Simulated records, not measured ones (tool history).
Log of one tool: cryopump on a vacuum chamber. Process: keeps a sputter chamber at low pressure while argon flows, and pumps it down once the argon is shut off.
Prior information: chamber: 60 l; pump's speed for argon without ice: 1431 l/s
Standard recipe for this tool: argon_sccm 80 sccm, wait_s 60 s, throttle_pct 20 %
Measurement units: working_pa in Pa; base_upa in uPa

run   hour  argon_sccm  wait_s  throttle_pct  working_pa  base_upa
  1    0.0          80      60            20      0.4816      1.52
  2   70.9          80      60            20      0.4827      1.57
  3  166.0          80      60            47      0.2165      1.65
  4  215.4          80      60            31      0.3214      1.67
  5  261.5          80      60            33      0.3088      1.68
  6  326.5          80     109            33      0.3115      1.43
  7  371.3          80     109            33      0.3117      1.48
  8  464.4          80     109            33      0.3188      1.52
  9  522.0         140     109            33      0.5620      1.57
     564.7  -- leaking fittings of the chamber tightened, without venting
 10  576.4         140     109            33      0.5726      0.70
 11  648.1         140     109            33      0.5811      0.68
 12  692.1          94      53            29      0.4374      1.08

The next listed run, before its measurement:
     745.1  -- pump warmed up, emptied and cooled again
 13  785.4          94      53            29           ?         ?

Run 13 measured working_pa 0.3915 Pa, base_upa 0.98 uPa.
Without the tool's hidden state the same run would have given working_pa 0.3856 Pa, base_upa 0.92 uPa.

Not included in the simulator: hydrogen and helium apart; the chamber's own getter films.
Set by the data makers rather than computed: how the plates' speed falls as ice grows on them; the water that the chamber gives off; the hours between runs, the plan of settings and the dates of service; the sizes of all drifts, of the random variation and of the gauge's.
